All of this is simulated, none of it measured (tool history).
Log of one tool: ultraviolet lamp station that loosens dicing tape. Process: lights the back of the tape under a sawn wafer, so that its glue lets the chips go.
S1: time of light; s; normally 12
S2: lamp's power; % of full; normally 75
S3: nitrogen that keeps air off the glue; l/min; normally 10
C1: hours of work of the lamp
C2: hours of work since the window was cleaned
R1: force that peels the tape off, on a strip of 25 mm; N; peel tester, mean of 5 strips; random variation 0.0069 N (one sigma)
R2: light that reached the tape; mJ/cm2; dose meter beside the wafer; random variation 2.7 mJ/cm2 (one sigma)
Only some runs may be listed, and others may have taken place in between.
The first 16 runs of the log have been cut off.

run,day,S1,S2,S3,C1,C2,R1,R2
17,11.871,12,75,10,611,263,0.388,295
# day 12.279: window cleaned of glue's vapour
18,12.279,9,75,5,616,0,0.900,240
19,13.208,6,91,4,630,13,1.351,192
20,14.067,9,75,9,642,26,0.630,239
21,14.696,9,75,9,651,35,0.623,237
22,15.146,15,76,9,657,41,0.235,398
23,15.600,15,76,9,664,47,0.229,403
24,16.475,16,73,4,676,60,0.439,405
25,17.421,10,61,10,690,73,0.708,209
26,18.246,12,75,15,702,85,0.263,310
27,19.096,12,74,10,714,97,0.377,305
28,19.800,12,74,10,724,107,0.369,301
29,20.329,12,74,10,731,115,0.389,297
30,21.242,9,89,16,744,128,0.354,268
31,21.992,20,65,14,755,139,0.134,426
32,22.929,12,73,10,768,152,0.419,291
33,23.679,12,74,8,779,163,0.470,294
34,24.217,6,81,5,787,170,1.493,156

Each row is a separate what-if for the run after 34, all from the same tool condition, not one after another. Results?
A,24.854,6,80,12,796,179,?,?
B,24.854,9,99,14,796,179,?,?
C,24.854,6,90,5,796,179,?,?
D,24.854,12,73,10,796,179,?,?

run,R1,R2
A,0.997,153
B,0.313,286
C,1.324,172
D,0.424,285
With no hidden state in the tool, these same runs would have given:
run,R1,R2
A,0.684,198
B,0.182,371
C,0.977,224
D,0.250,369
